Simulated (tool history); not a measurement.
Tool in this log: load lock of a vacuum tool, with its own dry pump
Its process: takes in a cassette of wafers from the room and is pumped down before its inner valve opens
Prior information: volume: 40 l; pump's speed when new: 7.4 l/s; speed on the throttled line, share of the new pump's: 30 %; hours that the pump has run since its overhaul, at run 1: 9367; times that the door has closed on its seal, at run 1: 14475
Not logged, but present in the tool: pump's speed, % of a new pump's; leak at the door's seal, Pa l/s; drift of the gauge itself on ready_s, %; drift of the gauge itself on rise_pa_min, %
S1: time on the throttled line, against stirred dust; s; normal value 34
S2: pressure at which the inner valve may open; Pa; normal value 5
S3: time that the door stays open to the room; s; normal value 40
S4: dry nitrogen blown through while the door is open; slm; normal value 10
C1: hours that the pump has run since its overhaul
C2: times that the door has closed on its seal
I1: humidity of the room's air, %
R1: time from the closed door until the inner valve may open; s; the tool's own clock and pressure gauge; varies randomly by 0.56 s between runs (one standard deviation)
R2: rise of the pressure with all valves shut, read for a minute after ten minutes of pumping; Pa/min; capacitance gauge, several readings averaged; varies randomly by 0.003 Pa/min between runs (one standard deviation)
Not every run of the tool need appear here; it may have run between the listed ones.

{"run": 1, "hour": 0.0, "S1": 34, "S2": 5, "S3": 40, "S4": 10, "C1": 9367, "C2": 14475, "I1": 45, "R1": 91, "R2": 0.095}
{"run": 2, "hour": 247.0, "S1": 34, "S2": 5, "S3": 40, "S4": 10, "C1": 9614, "C2": 15449, "I1": 42.9, "R1": 90.3, "R2": 0.092}
{"run": 3, "hour": 586.4, "S1": 34, "S2": 5, "S3": 40, "S4": 10, "C1": 9954, "C2": 16786, "I1": 48.6, "R1": 92.9, "R2": 0.111}
{"run": 4, "hour": 861.4, "S1": 34, "S2": 5, "S3": 40, "S4": 10, "C1": 10229, "C2": 17870, "I1": 46.7, "R1": 92, "R2": 0.118}
{"run": 5, "hour": 1277.8, "S1": 34, "S2": 5, "S3": 40, "S4": 22, "C1": 10645, "C2": 19511, "I1": 43, "R1": 93.6, "R2": 0.133}
{"run": 6, "hour": 1630.0, "S1": 34, "S2": 5, "S3": 40, "S4": 22, "C1": 10997, "C2": 20899, "I1": 44.9, "R1": 93.9, "R2": 0.142}
{"run": 7, "hour": 1949.9, "S1": 27, "S2": 5, "S3": 40, "S4": 10, "C1": 11317, "C2": 22160, "I1": 46.6, "R1": 89.9, "R2": 0.154}
{"hour": 2234.4, "done": "dry pump taken out, an overhauled one fitted"}
{"run": 8, "hour": 2242.7, "S1": 34, "S2": 5, "S3": 40, "S4": 10, "C1": 8, "C2": 23290, "I1": 45.1, "R1": 78, "R2": 0.173}
{"run": 9, "hour": 2565.1, "S1": 34, "S2": 5, "S3": 40, "S4": 10, "C1": 331, "C2": 24560, "I1": 43.6, "R1": 78.9, "R2": 0.175}
{"run": 10, "hour": 2818.8, "S1": 34, "S2": 5, "S3": 40, "S4": 10, "C1": 584, "C2": 25560, "I1": 45.1, "R1": 78.1, "R2": 0.188}
{"run": 11, "hour": 3201.6, "S1": 34, "S2": 5, "S3": 40, "S4": 10, "C1": 967, "C2": 27069, "I1": 46.2, "R1": 79.4, "R2": 0.203}
{"run": 12, "hour": 3630.6, "S1": 34, "S2": 5, "S3": 40, "S4": 10, "C1": 1396, "C2": 28760, "I1": 43.1, "R1": 80.6, "R2": 0.223}
{"run": 13, "hour": 4055.6, "S1": 34, "S2": 5, "S3": 40, "S4": 10, "C1": 1821, "C2": 30434, "I1": 45.5, "R1": 80.4, "R2": 0.236}
{"run": 14, "hour": 4328.0, "S1": 34, "S2": 5, "S3": 40, "S4": 10, "C1": 2094, "C2": 31508, "I1": 42.9, "R1": 80.9, "R2": 0.254}
{"run": 15, "hour": 4743.0, "S1": 34, "S2": 5, "S3": 40, "S4": 10, "C1": 2509, "C2": 33144, "I1": 46.6, "R1": 81.3, "R2": 0.28}
{"run": 16, "hour": 5140.4, "S1": 34, "S2": 5, "S3": 40, "S4": 10, "C1": 2906, "C2": 34710, "I1": 46.8, "R1": 80.7, "R2": 0.293}
{"run": 17, "hour": 5529.4, "S1": 34, "S2": 5, "S3": 40, "S4": 10, "C1": 3295, "C2": 36243, "I1": 48.8, "R1": 82.5, "R2": 0.31}
{"run": 18, "hour": 5715.3, "S1": 34, "S2": 5, "S3": 62, "S4": 10, "C1": 3481, "C2": 36975, "I1": 46.4, "R1": 82.7, "R2": 0.327}
{"run": 19, "hour": 5963.7, "S1": 34, "S2": 5, "S3": 191, "S4": 10, "C1": 3729, "C2": 37954, "I1": 43.1, "R1": 82.3, "R2": 0.342}
{"run": 20, "hour": 6250.3, "S1": 34, "S2": 5, "S3": 191, "S4": 10, "C1": 4016, "C2": 39084, "I1": 44, "R1": 83, "R2": 0.366}
{"hour": 6527.5, "done": "door's seal changed, seat wiped"}
{"run": 21, "hour": 6670.2, "S1": 34, "S2": 5, "S3": 191, "S4": 10, "C1": 4434, "C2": 563, "I1": 46.2, "R1": 83.7, "R2": 0.052}
{"run": 22, "hour": 6977.2, "S1": 34, "S2": 5, "S3": 191, "S4": 10, "C1": 4741, "C2": 1773, "I1": 42.8, "R1": 84.4, "R2": 0.049}
{"run": 23, "hour": 7218.1, "S1": 34, "S2": 5, "S3": 191, "S4": 10, "C1": 4982, "C2": 2722, "I1": 42.5, "R1": 83.9, "R2": 0.052}
{"run": 24, "hour": 7616.8, "S1": 34, "S2": 5, "S3": 191, "S4": 10, "C1": 5381, "C2": 4293, "I1": 44.3, "R1": 85.6, "R2": 0.064}
{"run": 25, "hour": 7834.8, "S1": 34, "S2": 5, "S3": 191, "S4": 10, "C1": 5599, "C2": 5152, "I1": 46.8, "R1": 86.7, "R2": 0.063}
{"run": 26, "hour": 8213.0, "S1": 22, "S2": 7, "S3": 45, "S4": 22, "C1": 5977, "C2": 6643, "I1": 48.2, "R1": 75.3, "R2": 0.043}
{"run": 27, "hour": 8490.3, "S1": 22, "S2": 7, "S3": 45, "S4": 22, "C1": 6254, "C2": 7736, "I1": 45.4, "R1": 77.2, "R2": 0.048}
{"run": 28, "hour": 8840.3, "S1": 19, "S2": 7, "S3": 64, "S4": 24, "C1": 6604, "C2": 9115, "I1": 47.6, "R1": 75.1, "R2": 0.059}
{"run": 29, "hour": 9171.0, "S1": 19, "S2": 7, "S3": 64, "S4": 24, "C1": 6935, "C2": 10418, "I1": 47.1, "R1": 76, "R2": 0.061}
{"run": 30, "hour": 9429.5, "S1": 19, "S2": 7, "S3": 64, "S4": 24, "C1": 7194, "C2": 11437, "I1": 45.6, "R1": 75.7, "R2": 0.07}
{"run": 31, "hour": 9643.1, "S1": 19, "S2": 7, "S3": 38, "S4": 24, "C1": 7407, "C2": 12279, "I1": 46.1, "R1": 76.3, "R2": 0.067}
{"run": 32, "hour": 10050.5, "S1": 23, "S2": 5, "S3": 40, "S4": 10, "C1": 7815, "C2": 13884, "I1": 45.9, "R1": 81.3, "R2": 0.09}
{"run": 33, "hour": 10398.3, "S1": 43, "S2": 5, "S3": 26, "S4": 10, "C1": 8162, "C2": 15255, "I1": 43.7, "R1": 95, "R2": 0.09}
{"run": 34, "hour": 10761.3, "S1": 43, "S2": 10, "S3": 26, "S4": 14, "C1": 8525, "C2": 16685, "I1": 45.7, "R1": 90.9, "R2": 0.102}
{"run": 35, "hour": 10971.6, "S1": 43, "S2": 10, "S3": 26, "S4": 14, "C1": 8736, "C2": 17514, "I1": 47.3, "R1": 90.1, "R2": 0.105}
{"run": 36, "hour": 11203.3, "S1": 19, "S2": 10, "S3": 26, "S4": 14, "C1": 8967, "C2": 18427, "I1": 43.2, "R1": 76.9, "R2": 0.114}
{"run": 37, "hour": 11557.8, "S1": 19, "S2": 10, "S3": 26, "S4": 14, "C1": 9322, "C2": 19825, "I1": 49.9, "R1": 77.3, "R2": 0.128}

Across each entry between runs, compare the hidden state at the last listed run before it with the hidden state at the first listed run after it:
In the gap between runs 7 and 8: dry pump taken out, an overhauled one fitted (hour 2234.4)
  pump's speed, % of a new pump's: 73 -> 99.3; leak at the door's seal, Pa l/s: 0.0881 -> 0.0961
  measured result minus the result with no hidden state, R1: +17.2 -> +0.3 s; R2: +0.128 -> +0.143 Pa/min
In the gap between runs 20 and 21: door's seal changed, seat wiped (hour 6527.5)
  pump's speed, % of a new pump's: 90 -> 88.9; leak at the door's seal, Pa l/s: 0.2188 -> 0.0037
  measured result minus the result with no hidden state, R1: +5.1 -> +5.6 s; R2: +0.324 -> +0.003 Pa/min
